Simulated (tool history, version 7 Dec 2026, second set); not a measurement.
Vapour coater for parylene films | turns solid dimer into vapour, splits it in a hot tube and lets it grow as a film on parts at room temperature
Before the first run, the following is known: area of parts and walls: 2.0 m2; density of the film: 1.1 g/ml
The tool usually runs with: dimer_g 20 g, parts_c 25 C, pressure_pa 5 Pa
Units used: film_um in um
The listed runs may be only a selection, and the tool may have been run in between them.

| run | hour | dimer_g | parts_c | pressure_pa | film_um |
|---|---|---|---|---|---|
| 1 | 0 | 20 | 25 | 5 | 6.09 |
| 2 | 56.3 | 20 | 25 | 5 | 6.07 |
| 3 | 83.3 | 20 | 25 | 5 | 6.06 |
| 4 | 142.2 | 20 | 25 | 5 | 6.01 |
| 5 | 181.7 | 20 | 21 | 5 | 6.9 |
| 6 | 224.9 | 20 | 21 | 5 | 6.86 |
| 7 | 267 | 11 | 34 | 2.55 | 2.52 |
|  | 274.1 | trap's valve overhauled |
| 8 | 310 | 11 | 34 | 2.55 | 2.5 |
| 9 | 358.3 | 11 | 34 | 2.55 | 2.49 |
| 10 | 387 | 11 | 17 | 2.63 | 4.55 |
| 11 | 427.2 | 31 | 33 | 10.71 | 6.22 |

3 options for the next run, each taken on its own from the tool as it stands now. Forecast them:
| A | 483.7 | 20 | 36 | 6.97 | ? |
| B | 483.7 | 25 | 33 | 10.71 | ? |
| C | 483.7 | 17 | 37 | 3.74 | ? |

| run | film_um |
|---|---|
| A | 3.71 |
| B | 4.9 |
| C | 3.27 |
Without the tool's hidden state the same runs would have given:
| run | film_um |
|---|---|
| A | 3.94 |
| B | 5.22 |
| C | 3.48 |
